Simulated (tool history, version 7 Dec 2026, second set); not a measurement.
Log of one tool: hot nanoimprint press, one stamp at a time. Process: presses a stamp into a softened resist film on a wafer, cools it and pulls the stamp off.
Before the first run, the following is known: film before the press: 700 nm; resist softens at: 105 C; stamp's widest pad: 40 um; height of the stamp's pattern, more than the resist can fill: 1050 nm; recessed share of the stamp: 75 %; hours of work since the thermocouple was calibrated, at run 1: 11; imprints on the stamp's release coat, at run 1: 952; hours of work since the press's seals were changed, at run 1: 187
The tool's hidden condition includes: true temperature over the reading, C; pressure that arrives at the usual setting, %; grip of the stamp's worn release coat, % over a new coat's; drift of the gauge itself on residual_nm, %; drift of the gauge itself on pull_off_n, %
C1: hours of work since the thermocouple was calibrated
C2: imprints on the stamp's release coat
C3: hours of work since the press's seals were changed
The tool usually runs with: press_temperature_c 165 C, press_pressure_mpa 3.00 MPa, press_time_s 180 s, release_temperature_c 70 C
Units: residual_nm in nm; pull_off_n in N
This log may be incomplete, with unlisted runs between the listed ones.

run 1 hour=0.0 | press_temperature_c=165 press_pressure_mpa=3.00 press_time_s=180 release_temperature_c=70 | C1=11 C2=952 C3=187 | residual_nm=300.1 pull_off_n=271
run 2 hour=8.2 | press_temperature_c=165 press_pressure_mpa=3.00 press_time_s=180 release_temperature_c=70 | C1=15 C2=965 C3=191 | residual_nm=302.5 pull_off_n=263
run 3 hour=15.8 | press_temperature_c=165 press_pressure_mpa=3.00 press_time_s=180 release_temperature_c=70 | C1=19 C2=977 C3=195 | residual_nm=302.7 pull_off_n=259
run 4 hour=29.4 | press_temperature_c=158 press_pressure_mpa=3.00 press_time_s=180 release_temperature_c=70 | C1=26 C2=999 C3=202 | residual_nm=445.3 pull_off_n=258
run 5 hour=42.2 | press_temperature_c=165 press_pressure_mpa=3.00 press_time_s=180 release_temperature_c=76 | C1=33 C2=1020 C3=209 | residual_nm=300.9 pull_off_n=220
run 6 hour=52.7 | press_temperature_c=165 press_pressure_mpa=3.00 press_time_s=180 release_temperature_c=76 | C1=38 C2=1036 C3=214 | residual_nm=301.7 pull_off_n=221
run 7 hour=66.0 | press_temperature_c=165 press_pressure_mpa=3.00 press_time_s=180 release_temperature_c=76 | C1=45 C2=1058 C3=221 | residual_nm=299.8 pull_off_n=230
run 8 hour=72.2 | press_temperature_c=165 press_pressure_mpa=3.00 press_time_s=180 release_temperature_c=76 | C1=48 C2=1068 C3=224 | residual_nm=301.3 pull_off_n=228
-- hour=76.2 plate thermocouple calibrated
run 9 hour=83.5 | press_temperature_c=165 press_pressure_mpa=3.00 press_time_s=180 release_temperature_c=76 | C1=4 C2=1081 C3=228 | residual_nm=300.1 pull_off_n=224
run 10 hour=90.8 | press_temperature_c=167 press_pressure_mpa=3.00 press_time_s=180 release_temperature_c=70 | C1=7 C2=1093 C3=232 | residual_nm=267.5 pull_off_n=267
run 11 hour=98.5 | press_temperature_c=167 press_pressure_mpa=3.00 press_time_s=180 release_temperature_c=70 | C1=11 C2=1105 C3=236 | residual_nm=266.3 pull_off_n=271
run 12 hour=104.6 | press_temperature_c=167 press_pressure_mpa=3.00 press_time_s=331 release_temperature_c=70 | C1=15 C2=1115 C3=239 | residual_nm=206.5 pull_off_n=283
run 13 hour=114.1 | press_temperature_c=167 press_pressure_mpa=3.00 press_time_s=331 release_temperature_c=70 | C1=19 C2=1130 C3=244 | residual_nm=204.6 pull_off_n=273
run 14 hour=119.9 | press_temperature_c=155 press_pressure_mpa=3.00 press_time_s=180 release_temperature_c=70 | C1=22 C2=1139 C3=247 | residual_nm=499.5 pull_off_n=281
-- hour=129.4 plate thermocouple calibrated, once more
run 15 hour=131.6 | press_temperature_c=155 press_pressure_mpa=3.00 press_time_s=327 release_temperature_c=70 | C1=1 C2=1153 C3=251 | residual_nm=434.9 pull_off_n=292
run 16 hour=143.6 | press_temperature_c=156 press_pressure_mpa=3.00 press_time_s=216 release_temperature_c=56 | C1=7 C2=1172 C3=257 | residual_nm=467.8 pull_off_n=394
run 17 hour=154.6 | press_temperature_c=165 press_pressure_mpa=3.53 press_time_s=194 release_temperature_c=63 | C1=13 C2=1190 C3=263 | residual_nm=277.9 pull_off_n=338
run 18 hour=161.4 | press_temperature_c=159 press_pressure_mpa=4.01 press_time_s=180 release_temperature_c=56 | C1=16 C2=1201 C3=267 | residual_nm=378.8 pull_off_n=385
run 19 hour=169.7 | press_temperature_c=159 press_pressure_mpa=4.01 press_time_s=180 release_temperature_c=56 | C1=21 C2=1214 C3=271 | residual_nm=380.6 pull_off_n=402
run 20 hour=179.0 | press_temperature_c=164 press_pressure_mpa=3.00 press_time_s=180 release_temperature_c=71 | C1=25 C2=1229 C3=276 | residual_nm=323.3 pull_off_n=269
run 21 hour=188.1 | press_temperature_c=167 press_pressure_mpa=3.00 press_time_s=180 release_temperature_c=72 | C1=30 C2=1243 C3=280 | residual_nm=275.6 pull_off_n=272
run 22 hour=200.8 | press_temperature_c=165 press_pressure_mpa=4.34 press_time_s=180 release_temperature_c=70 | C1=37 C2=1264 C3=287 | residual_nm=255.6 pull_off_n=276
run 23 hour=215.0 | press_temperature_c=165 press_pressure_mpa=4.34 press_time_s=180 release_temperature_c=70 | C1=44 C2=1287 C3=294 | residual_nm=256.1 pull_off_n=295
run 24 hour=222.3 | press_temperature_c=174 press_pressure_mpa=1.89 press_time_s=180 release_temperature_c=77 | C1=48 C2=1298 C3=298 | residual_nm=232.6 pull_off_n=223
run 25 hour=233.9 | press_temperature_c=174 press_pressure_mpa=1.89 press_time_s=180 release_temperature_c=77 | C1=54 C2=1317 C3=304 | residual_nm=231.3 pull_off_n=228
run 26 hour=247.3 | press_temperature_c=174 press_pressure_mpa=1.89 press_time_s=180 release_temperature_c=77 | C1=60 C2=1338 C3=311 | residual_nm=229.4 pull_off_n=225
run 27 hour=260.2 | press_temperature_c=160 press_pressure_mpa=1.89 press_time_s=209 release_temperature_c=73 | C1=67 C2=1359 C3=317 | residual_nm=456.2 pull_off_n=252
run 28 hour=271.4 | press_temperature_c=160 press_pressure_mpa=1.89 press_time_s=336 release_temperature_c=76 | C1=73 C2=1377 C3=323 | residual_nm=391.3 pull_off_n=247
run 29 hour=283.1 | press_temperature_c=165 press_pressure_mpa=1.97 press_time_s=94 release_temperature_c=70 | C1=79 C2=1396 C3=329 | residual_nm=446.6 pull_off_n=296

Forecast each of these 4 alternatives for the next run:
run A hour=294.3 | press_temperature_c=167 press_pressure_mpa=2.88 press_time_s=180 release_temperature_c=58 | C1=85 C2=1414 C3=335 | residual_nm=? pull_off_n=?
run B hour=294.3 | press_temperature_c=172 press_pressure_mpa=3.00 press_time_s=145 release_temperature_c=64 | C1=85 C2=1414 C3=335 | residual_nm=? pull_off_n=?
run C hour=294.3 | press_temperature_c=172 press_pressure_mpa=3.00 press_time_s=238 release_temperature_c=71 | C1=85 C2=1414 C3=335 | residual_nm=? pull_off_n=?
run D hour=294.3 | press_temperature_c=165 press_pressure_mpa=3.29 press_time_s=180 release_temperature_c=60 | C1=85 C2=1414 C3=335 | residual_nm=? pull_off_n=?

run=A residual_nm=274.2 pull_off_n=377
run=B residual_nm=221.1 pull_off_n=333
run=C residual_nm=179.4 pull_off_n=278
run=D residual_nm=290.2 pull_off_n=376
Stripped of hidden state, with their random variation kept, the same runs would have yielded:
run=A residual_nm=278.1 pull_off_n=296
run=B residual_nm=224.0 pull_off_n=262
run=C residual_nm=181.9 pull_off_n=219
run=D residual_nm=294.2 pull_off_n=295

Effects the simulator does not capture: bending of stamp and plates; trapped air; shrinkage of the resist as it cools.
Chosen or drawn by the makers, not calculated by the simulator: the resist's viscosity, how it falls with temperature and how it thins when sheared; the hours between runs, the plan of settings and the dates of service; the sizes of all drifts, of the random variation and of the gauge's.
